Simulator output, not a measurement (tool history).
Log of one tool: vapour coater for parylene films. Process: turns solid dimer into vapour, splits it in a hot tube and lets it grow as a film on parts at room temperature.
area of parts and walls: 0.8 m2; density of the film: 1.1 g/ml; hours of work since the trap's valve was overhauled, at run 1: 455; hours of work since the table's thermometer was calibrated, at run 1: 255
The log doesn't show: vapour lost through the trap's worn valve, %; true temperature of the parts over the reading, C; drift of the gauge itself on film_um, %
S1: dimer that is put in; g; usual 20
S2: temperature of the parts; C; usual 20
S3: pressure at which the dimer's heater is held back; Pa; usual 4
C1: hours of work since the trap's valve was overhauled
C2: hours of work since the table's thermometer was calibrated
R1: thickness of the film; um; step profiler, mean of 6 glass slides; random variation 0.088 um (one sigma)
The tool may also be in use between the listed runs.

| run | day | S1 | S2 | S3 | C1 | C2 | R1 |
|---|---|---|---|---|---|---|---|
| 1 | 0 | 20 | 20 | 4 | 455 | 255 | 17.16 |
| 2 | 2.304 | 20 | 20 | 4 | 501 | 301 | 16.96 |
| 3 | 4.371 | 23 | 20 | 4 | 541 | 341 | 19.46 |
| 4 | 5.604 | 23 | 20 | 4 | 566 | 366 | 19.42 |
| 5 | 7.371 | 23 | 20 | 4 | 601 | 401 | 19.38 |
| 6 | 9.9 | 23 | 20 | 4 | 651 | 451 | 19.21 |
| 7 | 11.325 | 10 | 20 | 4 | 679 | 479 | 8.35 |
|  | 12.446 | trap's valve overhauled |
| 8 | 13.446 | 20 | 20 | 4 | 20 | 517 | 16.56 |
| 9 | 15.238 | 20 | 20 | 4 | 55 | 553 | 16.57 |
| 10 | 16.9 | 24 | 20 | 4 | 88 | 585 | 19.73 |
| 11 | 18.796 | 20 | 17 | 4 | 125 | 623 | 17.24 |
| 12 | 21.129 | 20 | 17 | 4 | 171 | 669 | 17.26 |
| 13 | 23.438 | 20 | 20 | 4 | 217 | 714 | 16.17 |
| 14 | 25.979 | 20 | 20 | 4 | 267 | 765 | 16.12 |
| 15 | 27.446 | 16 | 20 | 4 | 296 | 793 | 13 |
|  | 28.454 | trap's valve overhauled, once more |
| 16 | 29.554 | 20 | 20 | 4 | 22 | 832 | 17.31 |
| 17 | 32.121 | 20 | 20 | 4 | 72 | 882 | 17.12 |
| 18 | 33.233 | 20 | 20 | 4 | 94 | 904 | 17.21 |
| 19 | 34.292 | 20 | 20 | 4 | 115 | 925 | 17.22 |
|  | 35.542 | table's thermometer calibrated |
| 20 | 36.638 | 20 | 12 | 4 | 161 | 22 | 20.57 |
| 21 | 39.129 | 20 | 12 | 4 | 210 | 71 | 20.34 |
| 22 | 41.017 | 20 | 14 | 4 | 247 | 108 | 19.46 |
| 23 | 42.392 | 20 | 20 | 4 | 274 | 135 | 17.41 |
| 24 | 44.35 | 8 | 15 | 10.14 | 313 | 174 | 6.45 |
| 25 | 46.888 | 10 | 24 | 5.06 | 363 | 224 | 7.54 |
| 26 | 48.183 | 31 | 30 | 5.06 | 388 | 249 | 20.8 |
| 27 | 49.438 | 10 | 25 | 5.06 | 413 | 274 | 7.4 |
| 28 | 50.962 | 10 | 21 | 4.23 | 443 | 304 | 8.33 |
| 29 | 53.488 | 25 | 20 | 2.79 | 493 | 354 | 22.53 |
| 30 | 55.004 | 11 | 17 | 11.57 | 523 | 384 | 8.23 |
| 31 | 56.946 | 11 | 15 | 11.93 | 561 | 422 | 8.4 |
| 32 | 58.35 | 11 | 15 | 11.93 | 589 | 450 | 8.36 |
| 33 | 59.912 | 30 | 14 | 5.16 | 620 | 481 | 27.18 |
| 34 | 61.283 | 30 | 14 | 5.16 | 647 | 508 | 27.18 |
| 35 | 63.483 | 30 | 14 | 5.16 | 690 | 551 | 27.02 |
|  | 64.008 | trap's valve overhauled |
| 36 | 64.792 | 35 | 20 | 8.43 | 15 | 574 | 26.79 |
| 37 | 67.379 | 27 | 20 | 9.99 | 66 | 625 | 19.69 |
| 38 | 69.304 | 27 | 20 | 9.99 | 104 | 663 | 19.83 |
| 39 | 71.846 | 27 | 20 | 9.99 | 155 | 713 | 19.95 |
| 40 | 73.825 | 13 | 31 | 3.23 | 194 | 752 | 9.28 |
| 41 | 76.421 | 18 | 20 | 9.91 | 245 | 803 | 13.07 |
| 42 | 79.033 | 18 | 20 | 9.91 | 296 | 855 | 12.98 |
| 43 | 81.317 | 20 | 16 | 4.73 | 341 | 900 | 17.79 |
| 44 | 82.958 | 12 | 20 | 2.49 | 374 | 932 | 11.08 |
|  | 83.875 | table's thermometer calibrated |
| 45 | 85.221 | 20 | 22 | 11.67 | 418 | 27 | 13.62 |
| 46 | 86.888 | 20 | 22 | 11.67 | 451 | 59 | 13.61 |

5 ways to go on from here, each from the tool as it stands after run 46. What would each give?
| A | 88.017 | 20 | 20 | 3.32 | 473 | 82 | ? |
| B | 88.017 | 23 | 12 | 5.58 | 473 | 82 | ? |
| C | 88.017 | 20 | 15 | 8.61 | 473 | 82 | ? |
| D | 88.017 | 20 | 18 | 11.67 | 473 | 82 | ? |
| E | 88.017 | 11 | 18 | 2.28 | 473 | 82 | ? |

| run | R1 |
|---|---|
| A | 17.59 |
| B | 21.77 |
| C | 16.52 |
| D | 14.72 |
| E | 10.81 |
Without the tool's hidden state the same runs would have given:
| run | R1 |
|---|---|
| A | 18.14 |
| B | 22.44 |
| C | 17.03 |
| D | 15.17 |
| E | 11.15 |
